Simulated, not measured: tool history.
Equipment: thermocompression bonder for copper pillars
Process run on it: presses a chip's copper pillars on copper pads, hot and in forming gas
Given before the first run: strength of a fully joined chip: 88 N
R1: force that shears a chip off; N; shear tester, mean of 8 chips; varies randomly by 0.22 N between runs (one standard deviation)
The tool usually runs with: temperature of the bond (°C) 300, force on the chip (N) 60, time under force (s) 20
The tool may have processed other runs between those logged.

run 1 hour=0 | temperature_of_the_bond_(°C)=300 force_on_the_chip_(N)=60 time_under_force_(s)=20 | R1=62.5
run 2 hour=17.4 | temperature_of_the_bond_(°C)=300 force_on_the_chip_(N)=66 time_under_force_(s)=20 | R1=65.4
run 3 hour=58.5 | temperature_of_the_bond_(°C)=300 force_on_the_chip_(N)=66 time_under_force_(s)=20 | R1=65.1
run 4 hour=79.3 | temperature_of_the_bond_(°C)=300 force_on_the_chip_(N)=66 time_under_force_(s)=20 | R1=65
run 5 hour=100.5 | temperature_of_the_bond_(°C)=300 force_on_the_chip_(N)=66 time_under_force_(s)=20 | R1=65.1
run 6 hour=136.5 | temperature_of_the_bond_(°C)=300 force_on_the_chip_(N)=61 time_under_force_(s)=20 | R1=62.9
-- hour=144.3 heater calibrated with a thermocouple chip
run 7 hour=172.8 | temperature_of_the_bond_(°C)=300 force_on_the_chip_(N)=61 time_under_force_(s)=20 | R1=62.6
run 8 hour=201.4 | temperature_of_the_bond_(°C)=300 force_on_the_chip_(N)=61 time_under_force_(s)=20 | R1=62.4
run 9 hour=227.8 | temperature_of_the_bond_(°C)=300 force_on_the_chip_(N)=61 time_under_force_(s)=20 | R1=62.3
run 10 hour=260 | temperature_of_the_bond_(°C)=300 force_on_the_chip_(N)=61 time_under_force_(s)=20 | R1=62.2
run 11 hour=282.1 | temperature_of_the_bond_(°C)=300 force_on_the_chip_(N)=60 time_under_force_(s)=20 | R1=61.2
run 12 hour=321.8 | temperature_of_the_bond_(°C)=300 force_on_the_chip_(N)=60 time_under_force_(s)=20 | R1=61.7
run 13 hour=352.1 | temperature_of_the_bond_(°C)=300 force_on_the_chip_(N)=60 time_under_force_(s)=20 | R1=61.6
run 14 hour=387.5 | temperature_of_the_bond_(°C)=300 force_on_the_chip_(N)=60 time_under_force_(s)=20 | R1=61
run 15 hour=422.9 | temperature_of_the_bond_(°C)=300 force_on_the_chip_(N)=60 time_under_force_(s)=20 | R1=60.9
run 16 hour=448.5 | temperature_of_the_bond_(°C)=300 force_on_the_chip_(N)=60 time_under_force_(s)=20 | R1=60.9
run 17 hour=475.9 | temperature_of_the_bond_(°C)=300 force_on_the_chip_(N)=43 time_under_force_(s)=20 | R1=51.9
-- hour=492.6 gauge calibrated
run 18 hour=514.2 | temperature_of_the_bond_(°C)=300 force_on_the_chip_(N)=43 time_under_force_(s)=20 | R1=52.2
run 19 hour=540 | temperature_of_the_bond_(°C)=300 force_on_the_chip_(N)=43 time_under_force_(s)=20 | R1=52.8
run 20 hour=563.4 | temperature_of_the_bond_(°C)=300 force_on_the_chip_(N)=43 time_under_force_(s)=20 | R1=52.4
run 21 hour=596.1 | temperature_of_the_bond_(°C)=296 force_on_the_chip_(N)=45 time_under_force_(s)=20 | R1=51.6
run 22 hour=619.4 | temperature_of_the_bond_(°C)=296 force_on_the_chip_(N)=45 time_under_force_(s)=20 | R1=51.3
run 23 hour=637 | temperature_of_the_bond_(°C)=296 force_on_the_chip_(N)=45 time_under_force_(s)=20 | R1=51.3
run 24 hour=670.4 | temperature_of_the_bond_(°C)=296 force_on_the_chip_(N)=45 time_under_force_(s)=20 | R1=51.5
run 25 hour=707.9 | temperature_of_the_bond_(°C)=296 force_on_the_chip_(N)=45 time_under_force_(s)=20 | R1=51.1
-- hour=715 forming gas filter changed
run 26 hour=726.8 | temperature_of_the_bond_(°C)=296 force_on_the_chip_(N)=45 time_under_force_(s)=20 | R1=51
run 27 hour=760.5 | temperature_of_the_bond_(°C)=310 force_on_the_chip_(N)=66 time_under_force_(s)=32 | R1=75.8
run 28 hour=795.9 | temperature_of_the_bond_(°C)=310 force_on_the_chip_(N)=68 time_under_force_(s)=40 | R1=78.3
run 29 hour=815.4 | temperature_of_the_bond_(°C)=310 force_on_the_chip_(N)=68 time_under_force_(s)=40 | R1=78.3
run 30 hour=855.9 | temperature_of_the_bond_(°C)=301 force_on_the_chip_(N)=71 time_under_force_(s)=20 | R1=66.6
run 31 hour=878.9 | temperature_of_the_bond_(°C)=295 force_on_the_chip_(N)=60 time_under_force_(s)=11 | R1=49.1
run 32 hour=919.7 | temperature_of_the_bond_(°C)=295 force_on_the_chip_(N)=60 time_under_force_(s)=11 | R1=48.9
-- hour=955.7 gauge calibrated
run 33 hour=955.7 | temperature_of_the_bond_(°C)=300 force_on_the_chip_(N)=45 time_under_force_(s)=20 | R1=54.2
run 34 hour=986.7 | temperature_of_the_bond_(°C)=300 force_on_the_chip_(N)=45 time_under_force_(s)=20 | R1=54
-- hour=1020 force cell calibrated
run 35 hour=1020.8 | temperature_of_the_bond_(°C)=300 force_on_the_chip_(N)=45 time_under_force_(s)=20 | R1=53.9
run 36 hour=1056.9 | temperature_of_the_bond_(°C)=294 force_on_the_chip_(N)=54 time_under_force_(s)=30 | R1=62
run 37 hour=1091.7 | temperature_of_the_bond_(°C)=288 force_on_the_chip_(N)=85 time_under_force_(s)=44 | R1=75.2
run 38 hour=1130.4 | temperature_of_the_bond_(°C)=300 force_on_the_chip_(N)=60 time_under_force_(s)=16 | R1=58.4
run 39 hour=1165.8 | temperature_of_the_bond_(°C)=305 force_on_the_chip_(N)=38 time_under_force_(s)=14 | R1=46.3

4 options for the next run, each taken on its own from the tool as it stands now. Forecast them:
run A hour=1207.3 | temperature_of_the_bond_(°C)=309 force_on_the_chip_(N)=38 time_under_force_(s)=14 | R1=?
run B hour=1207.3 | temperature_of_the_bond_(°C)=329 force_on_the_chip_(N)=44 time_under_force_(s)=20 | R1=?
run C hour=1207.3 | temperature_of_the_bond_(°C)=300 force_on_the_chip_(N)=48 time_under_force_(s)=20 | R1=?
run D hour=1207.3 | temperature_of_the_bond_(°C)=300 force_on_the_chip_(N)=49 time_under_force_(s)=20 | R1=?

run=A R1=48.3
run=B R1=69
run=C R1=55.5
run=D R1=56
Without the tool's unlogged condition, the same runs would have read:
run=A R1=48.8
run=B R1=69.9
run=C R1=56.1
run=D R1=56.6

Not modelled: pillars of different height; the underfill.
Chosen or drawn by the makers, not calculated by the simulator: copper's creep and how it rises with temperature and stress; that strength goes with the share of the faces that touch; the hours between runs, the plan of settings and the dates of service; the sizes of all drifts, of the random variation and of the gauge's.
